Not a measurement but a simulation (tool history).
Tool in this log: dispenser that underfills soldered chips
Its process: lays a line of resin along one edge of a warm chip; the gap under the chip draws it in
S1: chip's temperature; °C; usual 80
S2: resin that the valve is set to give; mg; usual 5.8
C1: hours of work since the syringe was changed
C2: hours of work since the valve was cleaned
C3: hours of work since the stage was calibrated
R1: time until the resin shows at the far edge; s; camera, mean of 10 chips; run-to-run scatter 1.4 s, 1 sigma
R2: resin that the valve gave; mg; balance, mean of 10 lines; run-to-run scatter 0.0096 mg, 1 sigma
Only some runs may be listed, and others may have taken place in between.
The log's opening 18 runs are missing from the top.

run,hour,S1,S2,C1,C2,C3,R1,R2
# hour 190.3: new syringe of resin
19,197.8,80,5.8,6,44,267,205.6,5.747
# hour 202.8: new syringe of resin
20,205.2,80,5.8,2,49,273,161.1,5.718
# hour 216: new syringe of resin
21,217.6,95,7.4,1,59,282,80.6,7.257
# hour 228.9: new syringe of resin
22,228.9,86,4.92,0,67,291,115,4.836
23,241,77,4.92,9,76,300,307.8,4.812
# hour 242: new syringe of resin
# hour 244: dispensing valve cleaned and set on the balance
# hour 255.6: new syringe of resin
24,256.2,77,4.92,0,9,311,178.1,4.902
25,266.8,69,4.92,9,17,319,439.6,4.9
# hour 268: new syringe of resin
26,278.6,84,5.91,8,26,328,201.5,5.836
# hour 280.9: new syringe of resin
27,292.5,83,5.64,9,37,338,227,5.564
# hour 293.6: new syringe of resin
28,299.1,83,5.64,4,42,343,167.5,5.562
29,305,88,7.27,9,46,348,174.3,7.15
# hour 306: new syringe of resin
30,315.7,76,7.12,7,54,356,273.9,6.983
# hour 318.5: new syringe of resin
31,321.7,81,6.98,2,59,360,163.4,6.847
# hour 331.8: new syringe of resin
32,335.1,85,5.8,3,69,370,137.3,5.65

Run 33, settings as shown, results not yet in. Your forecast:
# hour 345: new syringe of resin
33,346.7,94,5.54,1,77,379,?,?

R1: 88.7 s
R2: 5.389 mg
With no hidden state in the tool, this same run would have given R1 73.4 s, R2 5.536 mg.
